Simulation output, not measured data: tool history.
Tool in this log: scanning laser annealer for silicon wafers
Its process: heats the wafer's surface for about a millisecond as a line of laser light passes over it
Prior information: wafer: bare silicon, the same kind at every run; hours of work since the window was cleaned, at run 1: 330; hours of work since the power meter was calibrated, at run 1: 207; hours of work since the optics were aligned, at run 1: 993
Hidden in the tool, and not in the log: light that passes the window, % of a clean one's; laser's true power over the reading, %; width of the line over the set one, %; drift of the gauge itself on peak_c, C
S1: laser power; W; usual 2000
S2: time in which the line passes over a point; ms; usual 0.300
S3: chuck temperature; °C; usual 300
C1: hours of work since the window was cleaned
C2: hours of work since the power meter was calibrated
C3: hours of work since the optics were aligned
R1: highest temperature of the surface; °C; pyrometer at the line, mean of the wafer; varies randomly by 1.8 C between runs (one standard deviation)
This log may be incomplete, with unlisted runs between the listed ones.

Run 1, hour 0.0: usual settings; C1 330; C2 207; C3 993. Result: R1 1047 °C.
Run 2, hour 37.9: usual settings; C1 348; C2 225; C3 1011. Result: R1 1046 °C.
Run 3, hour 71.0: usual settings; C1 364; C2 241; C3 1027. Result: R1 1048 °C.
Run 4, hour 101.9: usual settings but S1 1723 W; C1 379; C2 256; C3 1041. Result: R1 951 °C.
Run 5, hour 166.3: usual settings; C1 409; C2 286; C3 1072. Result: R1 1046 °C.
Run 6, hour 208.4: usual settings; C1 430; C2 306; C3 1092. Result: R1 1048 °C.
Run 7, hour 264.9: usual settings but S2 0.310 ms; C1 456; C2 333; C3 1119. Result: R1 1062 °C.
Run 8, hour 302.4: usual settings but S1 1950 W; C1 474; C2 351; C3 1137. Result: R1 1028 °C.
Run 9, hour 352.0: usual settings but S1 1950 W; C1 498; C2 375; C3 1161. Result: R1 1029 °C.
Run 10, hour 413.5: usual settings but S1 1950 W; C1 527; C2 404; C3 1190. Result: R1 1031 °C.
Run 11, hour 463.1: usual settings but S1 1950 W; C1 551; C2 428; C3 1214. Result: R1 1029 °C.
Run 12, hour 505.3: usual settings but S1 1950 W; C1 571; C2 448; C3 1234. Result: R1 1033 °C.
Run 13, hour 537.1: usual settings but S1 1950 W; C1 586; C2 463; C3 1249. Result: R1 1031 °C.
Run 14, hour 588.9: usual settings but S1 1950 W; C1 611; C2 488; C3 1274. Result: R1 1030 °C.
Run 15, hour 638.5: usual settings; C1 635; C2 511; C3 1297. Result: R1 1048 °C.
Run 16, hour 686.9: usual settings but S1 1871 W; C1 658; C2 534; C3 1320. Result: R1 1002 °C.
Run 17, hour 741.5: usual settings but S1 1871 W; C1 684; C2 561; C3 1346. Result: R1 1002 °C.
Run 18, hour 780.2: usual settings but S1 1871 W, S2 0.220 ms; C1 702; C2 579; C3 1365. Result: R1 891 °C.
Run 19, hour 844.7: usual settings but S1 1871 W, S2 0.220 ms; C1 733; C2 610; C3 1395. Result: R1 888 °C.
Run 20, hour 876.4: usual settings; C1 748; C2 625; C3 1411. Result: R1 1047 °C.
Run 21, hour 912.5: usual settings; C1 765; C2 642; C3 1428. Result: R1 1046 °C.
Run 22, hour 962.8: usual settings but S1 1813 W, S2 0.236 ms; C1 789; C2 666; C3 1452. Result: R1 896 °C.
Run 23, hour 994.2: usual settings but S1 2152 W, S2 0.217 ms; C1 804; C2 681; C3 1467. Result: R1 968 °C.
Run 24, hour 1038.6: usual settings but S1 1811 W, S2 0.377 ms; C1 825; C2 702; C3 1488. Result: R1 1071 °C.
At hour 1071.4: window over the wafer cleaned.
Run 25, hour 1089.9: usual settings but S1 2163 W, S2 0.356 ms, S3 322 °C; C1 9; C2 726; C3 1511. Result: R1 1212 °C.
Run 26, hour 1149.6: usual settings but S1 1733 W, S2 0.279 ms; C1 37; C2 754; C3 1540. Result: R1 926 °C.
Run 27, hour 1179.3: usual settings but S1 1910 W, S2 0.315 ms, S3 289 °C; C1 51; C2 768; C3 1554. Result: R1 1023 °C.
Run 28, hour 1222.2: usual settings but S1 1910 W, S2 0.315 ms, S3 289 °C; C1 72; C2 789; C3 1574. Result: R1 1028 °C.
Run 29, hour 1283.7: usual settings but S1 1910 W, S2 0.315 ms, S3 289 °C; C1 101; C2 818; C3 1604. Result: R1 1022 °C.
Run 30, hour 1343.5: usual settings but S1 1910 W, S2 0.315 ms, S3 289 °C; C1 130; C2 847; C3 1632. Result: R1 1022 °C.
Run 31, hour 1406.7: usual settings but S1 1910 W, S2 0.315 ms, S3 289 °C; C1 160; C2 877; C3 1662. Result: R1 1025 °C.
Run 32, hour 1455.6: usual settings but S1 1910 W, S2 0.315 ms, S3 289 °C; C1 183; C2 900; C3 1686. Result: R1 1024 °C.
Run 33, hour 1505.6: usual settings but S1 1910 W, S2 0.315 ms, S3 289 °C; C1 207; C2 924; C3 1710. Result: R1 1027 °C.
Run 34, hour 1533.8: usual settings but S1 1910 W, S2 0.315 ms, S3 289 °C; C1 220; C2 937; C3 1723. Result: R1 1025 °C.
Run 35, hour 1576.9: usual settings but S1 1745 W, S2 0.315 ms, S3 335 °C; C1 241; C2 958; C3 1744. Result: R1 1011 °C.
Run 36, hour 1616.5: usual settings but S1 1745 W, S2 0.315 ms, S3 335 °C; C1 260; C2 977; C3 1762. Result: R1 1007 °C.
Run 37, hour 1660.4: usual settings but S1 2056 W, S2 0.356 ms, S3 265 °C; C1 281; C2 998; C3 1783. Result: R1 1111 °C.
Run 38, hour 1714.1: usual settings but S1 1863 W, S2 0.213 ms, S3 327 °C; C1 306; C2 1023; C3 1809. Result: R1 906 °C.
Run 39, hour 1771.1: usual settings but S1 2035 W, S2 0.256 ms; C1 334; C2 1050; C3 1836. Result: R1 995 °C.
Run 40, hour 1807.8: usual settings but S1 2150 W, S2 0.347 ms; C1 351; C2 1068; C3 1854. Result: R1 1168 °C.
Run 41, hour 1849.7: usual settings but S1 2150 W, S2 0.347 ms; C1 371; C2 1088; C3 1874. Result: R1 1167 °C.

For each entry between runs, how does the tool's hidden state at the last listed run before it compare with that at the first listed run after it?
In the gap between runs 24 and 25: window over the wafer cleaned (hour 1071.4)
  light that passes the window, % of a clean one's: 99.87 -> 100

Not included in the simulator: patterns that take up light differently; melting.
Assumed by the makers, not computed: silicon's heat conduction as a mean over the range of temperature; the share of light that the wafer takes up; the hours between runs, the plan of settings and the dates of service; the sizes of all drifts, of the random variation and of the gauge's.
